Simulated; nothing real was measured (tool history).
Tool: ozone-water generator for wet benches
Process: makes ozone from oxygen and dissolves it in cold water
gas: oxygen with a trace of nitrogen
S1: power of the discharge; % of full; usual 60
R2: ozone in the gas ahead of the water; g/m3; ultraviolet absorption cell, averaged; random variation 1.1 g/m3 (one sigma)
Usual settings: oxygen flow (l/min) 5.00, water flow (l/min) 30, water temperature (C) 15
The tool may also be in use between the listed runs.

{"run": 1, "hour": 0.0, "S1": 60, "oxygen flow (l/min)": 5.0, "water flow (l/min)": 30, "water temperature (C)": 15, "dissolved ozone (ppm)": 15.5, "R2": 186.4}
{"run": 2, "hour": 49.3, "S1": 60, "oxygen flow (l/min)": 5.0, "water flow (l/min)": 30, "water temperature (C)": 15, "dissolved ozone (ppm)": 15.7, "R2": 185.3}
{"run": 3, "hour": 91.2, "S1": 60, "oxygen flow (l/min)": 5.0, "water flow (l/min)": 30, "water temperature (C)": 15, "dissolved ozone (ppm)": 15.5, "R2": 186.9}
{"run": 4, "hour": 162.4, "S1": 60, "oxygen flow (l/min)": 5.0, "water flow (l/min)": 30, "water temperature (C)": 15, "dissolved ozone (ppm)": 15.7, "R2": 186.3}
{"run": 5, "hour": 232.3, "S1": 60, "oxygen flow (l/min)": 5.0, "water flow (l/min)": 30, "water temperature (C)": 15, "dissolved ozone (ppm)": 15.7, "R2": 186.1}
{"run": 6, "hour": 276.6, "S1": 99, "oxygen flow (l/min)": 5.0, "water flow (l/min)": 30, "water temperature (C)": 15, "dissolved ozone (ppm)": 24.1, "R2": 285.9}
{"run": 7, "hour": 315.3, "S1": 99, "oxygen flow (l/min)": 5.0, "water flow (l/min)": 30, "water temperature (C)": 15, "dissolved ozone (ppm)": 23.8, "R2": 284.7}
{"run": 8, "hour": 359.1, "S1": 60, "oxygen flow (l/min)": 5.0, "water flow (l/min)": 30, "water temperature (C)": 15, "dissolved ozone (ppm)": 15.5, "R2": 188.5}
{"run": 9, "hour": 432.3, "S1": 60, "oxygen flow (l/min)": 5.0, "water flow (l/min)": 30, "water temperature (C)": 15, "dissolved ozone (ppm)": 15.8, "R2": 187.2}
{"run": 10, "hour": 472.5, "S1": 60, "oxygen flow (l/min)": 5.0, "water flow (l/min)": 30, "water temperature (C)": 15, "dissolved ozone (ppm)": 15.7, "R2": 187.2}
{"run": 11, "hour": 545.9, "S1": 60, "oxygen flow (l/min)": 5.0, "water flow (l/min)": 30, "water temperature (C)": 15, "dissolved ozone (ppm)": 15.7, "R2": 188.6}
{"run": 12, "hour": 581.2, "S1": 60, "oxygen flow (l/min)": 5.0, "water flow (l/min)": 30, "water temperature (C)": 15, "dissolved ozone (ppm)": 15.7, "R2": 188.2}
{"run": 13, "hour": 650.8, "S1": 60, "oxygen flow (l/min)": 5.0, "water flow (l/min)": 30, "water temperature (C)": 15, "dissolved ozone (ppm)": 15.8, "R2": 189.1}
{"run": 14, "hour": 707.5, "S1": 60, "oxygen flow (l/min)": 5.0, "water flow (l/min)": 30, "water temperature (C)": 15, "dissolved ozone (ppm)": 15.7, "R2": 189.5}
{"run": 15, "hour": 746.4, "S1": 60, "oxygen flow (l/min)": 5.0, "water flow (l/min)": 30, "water temperature (C)": 15, "dissolved ozone (ppm)": 15.7, "R2": 188.7}
{"run": 16, "hour": 807.3, "S1": 60, "oxygen flow (l/min)": 4.27, "water flow (l/min)": 30, "water temperature (C)": 15, "dissolved ozone (ppm)": 15.3, "R2": 203.5}
{"run": 17, "hour": 874.3, "S1": 60, "oxygen flow (l/min)": 5.0, "water flow (l/min)": 21, "water temperature (C)": 16, "dissolved ozone (ppm)": 20.5, "R2": 191.4}
{"run": 18, "hour": 912.9, "S1": 40, "oxygen flow (l/min)": 5.0, "water flow (l/min)": 30, "water temperature (C)": 13, "dissolved ozone (ppm)": 11.4, "R2": 135.0}
{"run": 19, "hour": 982.6, "S1": 40, "oxygen flow (l/min)": 5.0, "water flow (l/min)": 30, "water temperature (C)": 13, "dissolved ozone (ppm)": 11.4, "R2": 133.4}
{"run": 20, "hour": 1038.7, "S1": 40, "oxygen flow (l/min)": 5.0, "water flow (l/min)": 42, "water temperature (C)": 13, "dissolved ozone (ppm)": 8.4, "R2": 134.2}
{"run": 21, "hour": 1112.5, "S1": 89, "oxygen flow (l/min)": 5.0, "water flow (l/min)": 22, "water temperature (C)": 16, "dissolved ozone (ppm)": 27.3, "R2": 265.4}
{"run": 22, "hour": 1162.4, "S1": 89, "oxygen flow (l/min)": 5.0, "water flow (l/min)": 42, "water temperature (C)": 16, "dissolved ozone (ppm)": 16.1, "R2": 263.9}
{"run": 23, "hour": 1216.2, "S1": 45, "oxygen flow (l/min)": 8.75, "water flow (l/min)": 28, "water temperature (C)": 13, "dissolved ozone (ppm)": 14.3, "R2": 112.6}
{"run": 24, "hour": 1269.0, "S1": 60, "oxygen flow (l/min)": 6.4, "water flow (l/min)": 30, "water temperature (C)": 23, "dissolved ozone (ppm)": 14.6, "R2": 168.3}
{"run": 25, "hour": 1302.4, "S1": 56, "oxygen flow (l/min)": 3.24, "water flow (l/min)": 30, "water temperature (C)": 22, "dissolved ozone (ppm)": 12.6, "R2": 220.1}
{"hour": 1328.6, "done": "water thermometer calibrated"}
{"run": 26, "hour": 1342.9, "S1": 56, "oxygen flow (l/min)": 3.24, "water flow (l/min)": 30, "water temperature (C)": 22, "dissolved ozone (ppm)": 12.8, "R2": 219.2}
{"run": 27, "hour": 1411.8, "S1": 90, "oxygen flow (l/min)": 3.24, "water flow (l/min)": 36, "water temperature (C)": 19, "dissolved ozone (ppm)": 16.3, "R2": 331.0}
{"run": 28, "hour": 1443.4, "S1": 49, "oxygen flow (l/min)": 5.42, "water flow (l/min)": 24, "water temperature (C)": 21, "dissolved ozone (ppm)": 14.8, "R2": 155.4}
{"run": 29, "hour": 1474.2, "S1": 99, "oxygen flow (l/min)": 6.45, "water flow (l/min)": 24, "water temperature (C)": 21, "dissolved ozone (ppm)": 27.2, "R2": 260.0}
{"run": 30, "hour": 1546.0, "S1": 94, "oxygen flow (l/min)": 2.57, "water flow (l/min)": 24, "water temperature (C)": 21, "dissolved ozone (ppm)": 22.7, "R2": 381.3}
{"run": 31, "hour": 1593.9, "S1": 89, "oxygen flow (l/min)": 4.57, "water flow (l/min)": 30, "water temperature (C)": 15, "dissolved ozone (ppm)": 21.5, "R2": 278.0}
{"run": 32, "hour": 1667.1, "S1": 89, "oxygen flow (l/min)": 4.57, "water flow (l/min)": 28, "water temperature (C)": 21, "dissolved ozone (ppm)": 21.4, "R2": 279.2}

4 ways to go on from here, each from the tool as it stands after run 32. What would each give?
{"run": "A", "hour": 1732.7, "S1": 91, "oxygen flow (l/min)": 8.51, "water flow (l/min)": 30, "water temperature (C)": 14, "dissolved ozone (ppm)": "?", "R2": "?"}
{"run": "B", "hour": 1732.7, "S1": 73, "oxygen flow (l/min)": 4.57, "water flow (l/min)": 28, "water temperature (C)": 21, "dissolved ozone (ppm)": "?", "R2": "?"}
{"run": "C", "hour": 1732.7, "S1": 60, "oxygen flow (l/min)": 3.86, "water flow (l/min)": 31, "water temperature (C)": 15, "dissolved ozone (ppm)": "?", "R2": "?"}
{"run": "D", "hour": 1732.7, "S1": 60, "oxygen flow (l/min)": 4.61, "water flow (l/min)": 37, "water temperature (C)": 20, "dissolved ozone (ppm)": "?", "R2": "?"}

run=A dissolved_ozone_(ppm)=24.8 R2=211.4
run=B dissolved_ozone_(ppm)=18.3 R2=235.7
run=C dissolved_ozone_(ppm)=14.5 R2=217.6
run=D dissolved_ozone_(ppm)=12.3 R2=198.9
Without the tool's hidden state the same runs would have given:
run=A dissolved_ozone_(ppm)=24.8 R2=206.7
run=B dissolved_ozone_(ppm)=18.3 R2=230.5
run=C dissolved_ozone_(ppm)=14.6 R2=212.7
run=D dissolved_ozone_(ppm)=12.3 R2=194.5

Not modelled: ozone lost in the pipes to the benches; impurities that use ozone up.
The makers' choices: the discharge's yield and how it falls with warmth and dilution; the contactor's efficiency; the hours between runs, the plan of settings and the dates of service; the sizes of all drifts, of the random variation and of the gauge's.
